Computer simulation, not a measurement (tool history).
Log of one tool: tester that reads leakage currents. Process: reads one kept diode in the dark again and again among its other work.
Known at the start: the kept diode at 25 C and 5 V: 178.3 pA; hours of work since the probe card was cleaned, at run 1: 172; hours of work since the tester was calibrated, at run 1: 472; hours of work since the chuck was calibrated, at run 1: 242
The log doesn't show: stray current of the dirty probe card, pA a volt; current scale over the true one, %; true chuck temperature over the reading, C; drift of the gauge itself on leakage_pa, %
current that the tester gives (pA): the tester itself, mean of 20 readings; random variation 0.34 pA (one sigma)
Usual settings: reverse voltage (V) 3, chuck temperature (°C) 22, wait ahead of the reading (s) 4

run,hour,reverse voltage (V),chuck temperature (°C),wait ahead of the reading (s),hours of work since the probe card was cleaned,hours of work since the tester was calibrated,hours of work since the chuck was calibrated,current that the tester gives (pA)
1,0,3,22,4,172,472,242,110.56
2,66,3,22,4,219,520,290,110.53
3,126.6,3,57,4,263,563,333,1708.15
4,191.5,3,57,4,309,610,380,1697.02
5,238.2,3,57,4,343,643,413,1703.68
6,296.8,3,57,4,385,685,455,1711.73
7,354.5,3,22,4,426,727,497,110.44
8,388.2,3,22,4,451,751,521,110.29
9,423.8,3,22,4,476,776,547,110.56
10,459.6,3,22,4,502,802,572,110.83
11,487.2,7.38,22,4,522,822,592,161.57
12,538.9,7.38,43,4,559,859,629,907.88
13,565.5,3,22,4,578,878,648,110.18
14,623,3,22,4,619,919,689,109.8
15,656.8,3,22,4,643,944,714,109.71
16,688.5,3,22,4,666,966,736,110.46
17,735.2,3,49,4,700,1000,770,966.95
18,767.1,13.89,22,4,722,1023,793,214.39
19,798.4,3,38,4,745,1045,815,418.13
20,827.6,3,38,4,766,1066,836,417
21,855.8,3,51,4.55,786,1086,856,1118.09
22,893.9,9.74,20,4,813,1114,884,153.43
23,955.7,1.03,22,4.7,858,1158,928,69.94
24,1010.7,19.6,36,2.31,897,1198,968,800.18
25,1062.6,1.64,28,1.41,935,1235,1005,142.89
26,1102.5,9.05,38,8.77,963,1263,1034,671.12
27,1141.3,12.69,31,3.36,991,1291,1061,443.11
# hour 1164.1: probe card cleaned and baked
28,1181.5,4.26,59,0.3,12,1318,1088,2282.09

Run 29 comes next. What will it give?
29,1232.6,4.26,59,0.3,49,1355,1125,?

current that the tester gives (pA): 2289.4
Without the tool's hidden state the same run would have given current that the tester gives (pA) 2288.74.

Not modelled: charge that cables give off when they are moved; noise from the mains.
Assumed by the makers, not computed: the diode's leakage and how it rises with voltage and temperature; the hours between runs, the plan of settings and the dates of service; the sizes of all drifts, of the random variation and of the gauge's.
